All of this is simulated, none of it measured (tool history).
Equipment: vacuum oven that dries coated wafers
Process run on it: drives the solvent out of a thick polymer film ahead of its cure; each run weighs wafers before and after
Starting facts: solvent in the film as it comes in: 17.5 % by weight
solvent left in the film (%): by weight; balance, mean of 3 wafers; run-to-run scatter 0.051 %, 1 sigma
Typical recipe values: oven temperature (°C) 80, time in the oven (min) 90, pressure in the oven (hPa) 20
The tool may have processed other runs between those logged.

| run | hour | oven temperature (°C) | time in the oven (min) | pressure in the oven (hPa) | solvent left in the film (%) |
|---|---|---|---|---|---|
| 1 | 0 | 80 | 90 | 20 | 1.13 |
| 2 | 81 | 80 | 90 | 20 | 1.04 |
| 3 | 123.2 | 80 | 90 | 20 | 1.21 |
| 4 | 175.8 | 80 | 90 | 20 | 1.14 |
| 5 | 254.8 | 80 | 90 | 20 | 1.21 |
| 6 | 315 | 80 | 90 | 20 | 1.15 |
| 7 | 394.7 | 80 | 90 | 20 | 1.19 |
| 8 | 446.7 | 77 | 50 | 10.2 | 4.03 |
| 9 | 522.1 | 93 | 117 | 10.9 | 0.19 |
| 10 | 580.9 | 80 | 90 | 22.2 | 1.28 |
| 11 | 648.7 | 77 | 110 | 59.6 | 2.38 |
| 12 | 720 | 85 | 110 | 59.6 | 1.23 |
| 13 | 787.1 | 76 | 52 | 18.2 | 4.55 |
| 14 | 847.2 | 76 | 49 | 33.8 | 5.12 |

Some steps in solvent left in the film (%) between neighbouring runs. How much of each would the tool show without its hidden state too (settings, what came in, random variation), and how much is left for the hidden state, with any gauge scatter that isn't in both results?
The tool's hidden condition here consists of: true wafer temperature over the reading, C; true pressure over the reading, kPa; drift of the gauge itself on solvent_pct, %.
Run 8 -> 9: oven temperature (°C) 77 -> 93, time in the oven (min) 50 -> 117, pressure in the oven (hPa) 10.2 -> 10.9. solvent left in the film (%) -3.84: hidden state -0.28, all else -3.56.
Run 12 -> 13: oven temperature (°C) 85 -> 76, time in the oven (min) 110 -> 52, pressure in the oven (hPa) 59.6 -> 18.2. solvent left in the film (%) +3.32: hidden state +0.39, all else +2.93.
